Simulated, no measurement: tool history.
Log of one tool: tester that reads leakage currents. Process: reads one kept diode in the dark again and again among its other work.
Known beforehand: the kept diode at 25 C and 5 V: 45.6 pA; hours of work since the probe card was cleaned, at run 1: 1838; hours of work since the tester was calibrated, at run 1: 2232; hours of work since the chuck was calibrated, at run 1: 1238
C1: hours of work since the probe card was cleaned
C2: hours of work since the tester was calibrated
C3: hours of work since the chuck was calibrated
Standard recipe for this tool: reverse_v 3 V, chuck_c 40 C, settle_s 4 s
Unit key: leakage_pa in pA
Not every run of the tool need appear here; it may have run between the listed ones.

Run 1, hour 0: usual settings; C1 1838; C2 2232; C3 1238. Result: leakage_pa 121.16 pA.
Run 2, hour 49.5: usual settings; C1 1875; C2 2270; C3 1276. Result: leakage_pa 121.53 pA.
Run 3, hour 125.4: usual settings; C1 1934; C2 2328; C3 1334. Result: leakage_pa 120.77 pA.
Run 4, hour 217.5: usual settings; C1 2004; C2 2398; C3 1404. Result: leakage_pa 121.07 pA.
Run 5, hour 300.8: usual settings; C1 2068; C2 2462; C3 1468. Result: leakage_pa 120.81 pA.
Run 6, hour 387.1: usual settings but reverse_v 5.98 V; C1 2134; C2 2528; C3 1534. Result: leakage_pa 168.47 pA.
Run 7, hour 441.3: usual settings but chuck_c 31 C; C1 2175; C2 2570; C3 1576. Result: leakage_pa 62.41 pA.
Run 8, hour 482.8: usual settings but reverse_v 17.23 V; C1 2207; C2 2601; C3 1608. Result: leakage_pa 287.55 pA.
At hour 491.8: chuck's temperature calibrated.
Run 9, hour 526.5: usual settings; C1 2239; C2 2633; C3 27. Result: leakage_pa 118.49 pA.
Run 10, hour 571.4: usual settings but reverse_v 5.89 V, chuck_c 24 C, settle_s 0.98 s; C1 2273; C2 2668; C3 61. Result: leakage_pa 54.42 pA.
Run 11, hour 657.7: usual settings but reverse_v 5.89 V, chuck_c 46 C, settle_s 0.98 s; C1 2339; C2 2734; C3 127. Result: leakage_pa 252.82 pA.
Run 12, hour 720.2: usual settings but reverse_v 5.89 V, chuck_c 46 C, settle_s 0.98 s; C1 2387; C2 2782; C3 175. Result: leakage_pa 252.76 pA.
Run 13, hour 781.4: usual settings but reverse_v 3.14 V; C1 2434; C2 2828; C3 222. Result: leakage_pa 120.74 pA.
Run 14, hour 880.6: usual settings but reverse_v 3.14 V; C1 2510; C2 2904; C3 298. Result: leakage_pa 120.87 pA.
Run 15, hour 970: usual settings but reverse_v 7.57 V, settle_s 1.52 s; C1 2578; C2 2973; C3 366. Result: leakage_pa 187.62 pA.

Run 16 has not been measured yet. What should we expect?
Run 16, hour 1014.5: usual settings but reverse_v 5.47 V, chuck_c 29 C, settle_s 6.92 s; C1 2612; C2 3007; C3 400. Result: leakage_pa ?.

For run 16 the tool returned leakage_pa 73.18 pA.
On a tool with no hidden condition, and with the same random variation, this run would have come out at leakage_pa 66.47 pA.
